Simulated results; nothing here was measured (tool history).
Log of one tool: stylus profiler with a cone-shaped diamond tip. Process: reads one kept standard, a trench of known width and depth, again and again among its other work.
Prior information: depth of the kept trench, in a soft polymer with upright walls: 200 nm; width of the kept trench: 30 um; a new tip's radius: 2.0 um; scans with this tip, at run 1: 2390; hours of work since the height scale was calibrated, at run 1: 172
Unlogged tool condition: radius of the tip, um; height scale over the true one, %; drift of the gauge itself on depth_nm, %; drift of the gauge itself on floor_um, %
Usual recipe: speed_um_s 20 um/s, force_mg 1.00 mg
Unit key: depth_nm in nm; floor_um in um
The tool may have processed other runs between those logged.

run,hour,speed_um_s,force_mg,scans with this tip,hours of work since the height scale was calibrated,depth_nm,floor_um
1,0.0,20,1.00,2390,172,200.59,28.08
2,45.8,20,1.00,2726,196,200.44,28.04
3,69.6,20,1.00,2901,209,200.33,28.00
4,110.1,20,1.00,3198,230,200.49,27.96
5,141.7,20,1.00,3430,247,200.53,27.96
6,164.2,20,1.03,3596,258,200.36,28.01
7,186.0,20,1.03,3756,270,200.30,28.00
8,221.0,20,1.03,4012,288,200.47,27.98
9,241.3,20,1.03,4161,299,200.42,28.04
10,280.4,7,1.00,4449,320,200.24,28.06
11,323.7,7,2.32,4767,343,200.88,28.09
12,367.1,20,2.89,5085,366,200.80,28.00
13,400.7,6,1.00,5332,383,200.19,28.02
14,433.3,6,1.00,5571,401,200.25,27.98
15,462.2,20,1.76,5784,416,200.74,27.91
16,493.1,20,1.76,6011,432,200.64,27.98
17,532.3,20,1.76,6299,453,200.47,27.91
18,568.9,20,0.55,6567,472,200.00,27.87
19,610.6,20,1.00,6874,494,200.07,27.97
20,655.5,20,1.00,7203,518,200.21,27.82
21,676.0,20,1.00,7354,529,200.33,27.87
22,696.4,20,1.00,7504,539,200.10,27.87
23,715.9,20,1.72,7646,550,200.52,27.92
# hour 719.5: height scale calibrated on a step standard
24,742.8,20,1.72,7841,12,200.14,27.87
25,789.3,63,0.58,8182,37,200.02,27.53
26,815.9,63,0.58,8377,51,199.93,27.53
27,836.4,63,0.58,8528,62,199.98,27.52
28,882.4,26,2.33,8866,86,200.18,27.88
29,910.7,21,0.49,9074,101,199.74,27.79
30,949.9,31,2.60,9362,122,200.55,27.82
# hour 963.5: height scale calibrated on a step standard, once more
31,982.4,31,2.60,9597,10,200.91,27.81
32,1018.2,20,2.01,9859,29,201.00,27.85
33,1063.4,13,2.06,10192,53,201.14,27.85
34,1086.2,21,1.77,10359,65,200.92,27.75
35,1112.4,21,0.62,10551,79,200.37,27.76
36,1144.0,21,0.62,10783,95,200.39,27.83
37,1169.0,21,0.62,10967,109,200.63,27.71
38,1192.9,24,1.83,11142,121,200.90,27.81
39,1238.2,24,1.83,11475,145,200.85,27.81
40,1265.8,20,0.35,11678,160,200.36,27.67
41,1296.8,20,0.35,11905,176,199.99,27.72
42,1342.9,20,0.35,12243,200,200.28,27.63
43,1380.2,20,0.35,12518,220,200.34,27.72
44,1412.3,18,2.26,12753,237,200.94,27.70
45,1432.9,57,2.26,12905,248,200.74,27.62

Below are 4 alternative next runs, each starting from the tool's condition after run 45. Predict each:
A,1473.3,7,2.21,13201,269,?,?
B,1473.3,20,0.67,13201,269,?,?
C,1473.3,27,1.00,13201,269,?,?
D,1473.3,7,2.08,13201,269,?,?

run,depth_nm,floor_um
A,200.86,27.81
B,200.33,27.66
C,200.25,27.66
D,200.85,27.80
Without the tool's unlogged condition, the same runs would have read:
run,depth_nm,floor_um
A,200.99,28.25
B,200.46,28.10
C,200.38,28.10
D,200.98,28.24

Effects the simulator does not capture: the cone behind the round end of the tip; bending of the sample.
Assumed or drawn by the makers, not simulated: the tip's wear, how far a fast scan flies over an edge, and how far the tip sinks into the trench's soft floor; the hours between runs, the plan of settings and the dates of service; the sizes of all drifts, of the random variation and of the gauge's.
